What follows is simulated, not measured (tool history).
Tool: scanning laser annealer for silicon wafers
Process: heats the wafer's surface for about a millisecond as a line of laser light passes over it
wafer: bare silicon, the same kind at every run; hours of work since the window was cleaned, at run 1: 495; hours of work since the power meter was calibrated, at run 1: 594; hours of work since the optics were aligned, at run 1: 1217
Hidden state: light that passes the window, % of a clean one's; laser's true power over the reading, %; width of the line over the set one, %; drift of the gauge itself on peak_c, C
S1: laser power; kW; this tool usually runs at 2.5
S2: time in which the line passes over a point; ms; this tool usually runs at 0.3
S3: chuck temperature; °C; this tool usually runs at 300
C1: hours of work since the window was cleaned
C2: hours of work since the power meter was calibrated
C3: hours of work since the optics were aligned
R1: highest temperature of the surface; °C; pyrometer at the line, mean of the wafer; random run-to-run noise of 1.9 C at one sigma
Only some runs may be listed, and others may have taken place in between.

run    hour     S1     S2   S3   C1    C2    C3    R1
  1       0    2.5    0.3  300  495   594  1217  1133
  2    45.6    2.5    0.3  300  521   620  1243  1132
  3    77.6    2.5    0.3  300  539   638  1261  1135
  4   131.8    2.5    0.3  300  569   669  1291  1133
  5     174    2.5    0.3  300  593   692  1315  1138
  6   200.9    2.5    0.3  300  608   708  1330  1135
  7   258.4    2.5    0.3  300  641   740  1363  1134
  8     311    2.5  0.236  300  670   770  1392  1051
  9   367.6    2.5  0.236  300  702   802  1424  1052
 10   415.3    2.5    0.3  300  729   829  1451  1134
 11   470.2    2.5    0.3  300  760   860  1482  1133
 12   518.9    2.5    0.3  300  788   887  1510  1133
 13   572.2    2.5    0.3  300  818   917  1540  1134
      600.6  -- window over the wafer cleaned
 14   612.2    2.5    0.3  300    7   939  1561  1135
 15   657.5    2.5    0.3  300   32   964  1587  1137
 16   689.4  2.564    0.3  336   50   982  1605  1194
 17   737.7  2.413  0.322  278   77  1009  1632  1109
 18   777.7  2.536  0.273  300  100  1032  1655  1115
 19   826.4   2.44  0.299  267  127  1059  1682  1081
 20   851.2  2.401  0.295  300  141  1073  1696  1094
 21     885  2.321  0.335  324  160  1092  1715  1135
      896.7  -- optics aligned, line set to its width
 22   935.9   2.24  0.255  324  186  1118    22  1018
 23   986.1  2.609  0.302  302  215  1147    50  1177
 24  1017.2  2.609  0.302  302  232  1164    68  1178
 25  1045.7    2.5  0.375  315  248  1180    84  1236
 26  1092.8    2.5  0.375  315  275  1207   111  1235
 27  1138.9    2.5  0.341  300  301  1233   137  1185
 28  1181.5  2.623    0.3  300  325  1257   161  1175

Branching from run 28: 3 alternative next runs. What would each branch give?
  A  1235.9  2.494   0.34  262  356  1288  191   ?
  B  1235.9  2.218    0.3  300  356  1288  191   ?
  C  1235.9  2.221  0.237  278  356  1288  191   ?

run    R1
  A  1143
  B  1038
  C   948
What these runs would have given with no unlogged condition in the tool:
run    R1
  A  1143
  B  1038
  C   948

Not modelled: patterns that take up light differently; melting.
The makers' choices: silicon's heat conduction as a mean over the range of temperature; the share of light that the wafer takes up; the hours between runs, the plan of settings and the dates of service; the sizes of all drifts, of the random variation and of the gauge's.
